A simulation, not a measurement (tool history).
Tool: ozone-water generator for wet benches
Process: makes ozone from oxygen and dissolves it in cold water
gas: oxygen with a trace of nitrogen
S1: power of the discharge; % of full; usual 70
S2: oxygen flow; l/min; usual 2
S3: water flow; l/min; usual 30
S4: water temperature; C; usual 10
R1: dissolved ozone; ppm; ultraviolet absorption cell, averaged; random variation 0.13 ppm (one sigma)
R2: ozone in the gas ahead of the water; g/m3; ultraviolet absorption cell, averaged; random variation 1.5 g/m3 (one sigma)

run 1 hour=0 | S1=70 S2=2 S3=30 S4=10 | R1=12.1 R2=275.7
run 2 hour=22.7 | S1=70 S2=2 S3=30 S4=10 | R1=11.9 R2=273
run 3 hour=70.9 | S1=70 S2=2 S3=30 S4=10 | R1=12 R2=275.4
run 4 hour=107.1 | S1=70 S2=2 S3=30 S4=10 | R1=11.9 R2=272.5
-- hour=114.4 contactor cleaned
run 5 hour=154.5 | S1=70 S2=2 S3=30 S4=10 | R1=12 R2=272.7
run 6 hour=193.4 | S1=70 S2=2 S3=30 S4=10 | R1=11.6 R2=274.5

Forecast run 7:
run 7 hour=223.8 | S1=70 S2=2 S3=30 S4=10 | R1=? R2=?

R1: 11.8 ppm
R2: 273.2 g/m3
Without the tool's hidden state the same run would have given R1 12.6 ppm, R2 274 g/m3.

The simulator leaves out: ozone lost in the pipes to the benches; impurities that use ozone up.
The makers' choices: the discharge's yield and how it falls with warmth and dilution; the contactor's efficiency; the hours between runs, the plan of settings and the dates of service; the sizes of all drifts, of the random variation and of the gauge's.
